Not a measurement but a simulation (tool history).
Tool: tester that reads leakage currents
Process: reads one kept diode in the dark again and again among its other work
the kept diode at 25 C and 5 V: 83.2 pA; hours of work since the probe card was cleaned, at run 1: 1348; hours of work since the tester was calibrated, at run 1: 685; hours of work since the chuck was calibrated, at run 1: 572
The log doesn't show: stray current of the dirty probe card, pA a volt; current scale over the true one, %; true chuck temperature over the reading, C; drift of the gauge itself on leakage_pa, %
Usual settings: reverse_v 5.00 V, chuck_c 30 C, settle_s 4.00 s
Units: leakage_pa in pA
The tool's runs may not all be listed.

run	hour	reverse_v	chuck_c	settle_s	hours of work since the probe card was cleaned	hours of work since the tester was calibrated	hours of work since the chuck was calibrated	leakage_pa
1	0.0	5.00	30	4.00	1348	685	572	121.40
2	33.8	5.00	30	4.00	1365	701	589	120.88
3	98.7	5.00	54	4.00	1397	734	621	622.70
4	142.4	5.00	30	4.00	1419	756	643	121.04
5	183.7	5.00	30	4.26	1440	777	664	121.42
6	244.4	5.00	30	4.26	1470	807	695	121.29
7	287.8	8.29	30	0.39	1492	829	716	160.60
8	342.4	6.60	30	4.00	1519	856	744	140.92
9	398.3	1.82	52	7.05	1548	885	772	319.23
10	428.2	1.82	52	7.05	1563	900	787	318.91
11	461.6	7.06	28	0.71	1579	916	804	126.60
12	514.1	9.82	34	1.25	1606	943	830	232.93

Forecast each of these 5 alternatives for the next run:
A	572.1	9.82	59	1.25	1635	972	859	?
B	572.1	17.67	25	5.57	1635	972	859	?
C	572.1	1.42	39	1.25	1635	972	859	?
D	572.1	9.82	34	4.23	1635	972	859	?
E	572.1	5.99	30	4.00	1635	972	859	?

run	leakage_pa
A	1222.99
B	164.32
C	116.43
D	233.30
E	133.40
Without the tool's hidden state the same runs would have given:
run	leakage_pa
A	1224.78
B	164.17
C	116.61
D	233.48
E	133.50
